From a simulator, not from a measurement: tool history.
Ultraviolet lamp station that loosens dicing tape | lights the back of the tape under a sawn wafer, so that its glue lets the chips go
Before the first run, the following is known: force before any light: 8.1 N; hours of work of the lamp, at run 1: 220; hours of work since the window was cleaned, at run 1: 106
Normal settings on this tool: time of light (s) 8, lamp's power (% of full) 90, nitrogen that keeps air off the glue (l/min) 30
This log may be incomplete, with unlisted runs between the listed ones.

run    day  time of light (s)  lamp's power (% of full)  nitrogen that keeps air off the glue (l/min)  hours of work of the lamp  hours of work since the window was cleaned  force that peels the tape off (N)  light that reached the tape (mJ/cm2)
  1  0.000                  8                        90                                            30                        220                                         106                              0.768                                   415
  2  0.392                  8                        90                                            30                        227                                         113                              0.779                                   411
  3  0.688                  8                        90                                            30                        232                                         119                              0.757                                   404
  4  1.096                  8                        90                                            54                        239                                         126                              0.549                                   406
  5  1.496                  8                        98                                            54                        246                                         133                              0.442                                   437
  6  1.779                 10                        98                                            54                        251                                         138                              0.272                                   549
  7  2.162                 10                        98                                            54                        258                                         144                              0.272                                   543
  8  2.529                  8                        90                                            30                        264                                         151                              0.823                                   399
  9  2.842                  8                        90                                            30                        270                                         156                              0.803                                   394
 10  3.208                  8                        90                                            30                        276                                         163                              0.798                                   402
 11  3.433                  8                        90                                            30                        280                                         167                              0.804                                   393

Predict the results of run 12:
 12  3.838                  8                        90                                            30                        287                                         174                                  ?                                     ?

Run 12 yielded force that peels the tape off (N) 0.826, light that reached the tape (mJ/cm2) 394.
Were there no unlogged condition in the tool, this run, its random variation unchanged, would have produced force that peels the tape off (N) 0.558, light that reached the tape (mJ/cm2) 473.
